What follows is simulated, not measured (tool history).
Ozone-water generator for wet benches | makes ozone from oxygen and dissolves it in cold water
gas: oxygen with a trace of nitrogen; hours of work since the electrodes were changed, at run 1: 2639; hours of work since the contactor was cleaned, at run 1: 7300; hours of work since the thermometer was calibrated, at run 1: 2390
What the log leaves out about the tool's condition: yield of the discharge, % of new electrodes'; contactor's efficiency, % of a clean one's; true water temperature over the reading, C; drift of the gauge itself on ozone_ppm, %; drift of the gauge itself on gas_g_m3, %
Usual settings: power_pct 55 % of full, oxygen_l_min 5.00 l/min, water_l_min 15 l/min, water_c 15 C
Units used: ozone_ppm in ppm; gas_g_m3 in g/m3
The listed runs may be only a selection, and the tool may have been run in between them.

run	hour	power_pct	oxygen_l_min	water_l_min	water_c	hours of work since the electrodes were changed	hours of work since the contactor was cleaned	hours of work since the thermometer was calibrated	ozone_ppm	gas_g_m3
1	0.0	55	5.00	15	15	2639	7300	2390	26.9	202.5
2	170.0	55	5.00	15	15	2779	7440	2530	26.3	202.8
3	331.1	55	5.00	15	15	2911	7572	2662	26.7	205.2
4	499.3	55	5.00	15	15	3050	7710	2801	26.4	202.2
# hour 574.9: contactor cleaned
5	622.0	55	5.00	15	15	3147	39	2898	27.9	203.3
6	734.2	55	5.00	15	15	3240	131	2991	27.8	202.8
7	838.1	55	5.00	15	15	3325	216	3076	28.0	201.5
8	994.1	55	5.00	15	15	3453	345	3204	27.8	202.2
9	1091.1	52	5.00	15	15	3533	424	3284	26.6	194.5
10	1200.0	52	5.00	15	15	3623	514	3374	26.9	193.9
11	1367.9	55	5.00	15	9	3761	652	3512	30.3	200.5
12	1532.1	55	5.00	15	9	3896	787	3647	30.3	201.0
13	1678.5	55	5.00	15	9	4016	907	3767	29.5	200.2
14	1780.5	77	5.00	15	15	4100	991	3851	34.2	249.9
15	1863.8	55	5.00	15	15	4168	1060	3919	27.8	198.2
16	1974.0	40	5.00	15	15	4259	1150	4010	22.1	160.2
17	2146.1	40	6.67	13	17	4401	1292	4152	23.3	142.5
# hour 2173.9: water thermometer calibrated
18	2258.7	58	6.09	9	15	4493	1384	70	36.9	189.8
19	2421.8	88	6.09	12	21	4627	1518	204	38.0	251.1
20	2598.7	55	5.00	15	9	4772	1664	349	29.7	198.0
21	2722.6	55	5.00	15	9	4874	1766	451	29.4	198.4
22	2818.2	55	5.00	15	9	4953	1844	530	29.8	197.8
23	2992.6	41	3.09	19	21	5096	1988	673	16.2	201.1
24	3096.5	41	3.09	19	21	5182	2073	759	16.2	202.3
25	3186.9	55	3.07	15	15	5256	2147	833	25.0	244.2
26	3345.0	55	5.00	15	12	5386	2277	963	27.8	199.0
27	3438.2	55	6.57	18	22	5463	2354	1040	21.7	174.0
28	3529.9	55	6.57	18	22	5538	2429	1115	21.7	174.3
29	3643.0	55	3.32	21	22	5631	2522	1208	18.0	235.4
30	3747.7	90	5.00	10	15	5717	2608	1294	46.4	269.9
31	3902.0	90	5.00	10	15	5844	2735	1421	46.3	270.0
32	4004.5	46	5.00	10	11	5928	2820	1505	32.3	177.4

Entry by entry between the runs, the difference in hidden state between the last listed run before and the first listed run after:
Run 4 -> run 5: contactor cleaned (hour 574.9)
  yield of the discharge, % of new electrodes': 95.6 -> 95.5; contactor's efficiency, % of a clean one's: 86.5 -> 99
  difference, measured minus the result without the unlogged condition, ozone_ppm: -2.8 -> -1.3 ppm; gas_g_m3: -7.8 -> -8.0 g/m3
Run 17 -> run 18: water thermometer calibrated (hour 2173.9)
  yield of the discharge, % of new electrodes': 94.2 -> 94.1; contactor's efficiency, % of a clean one's: 96.7 -> 96.6; true water temperature over the reading, C: 0.14 -> 0.01
  difference, measured minus the result without the unlogged condition, ozone_ppm: -1.3 -> -2.5 ppm; gas_g_m3: -5.4 -> -10.4 g/m3
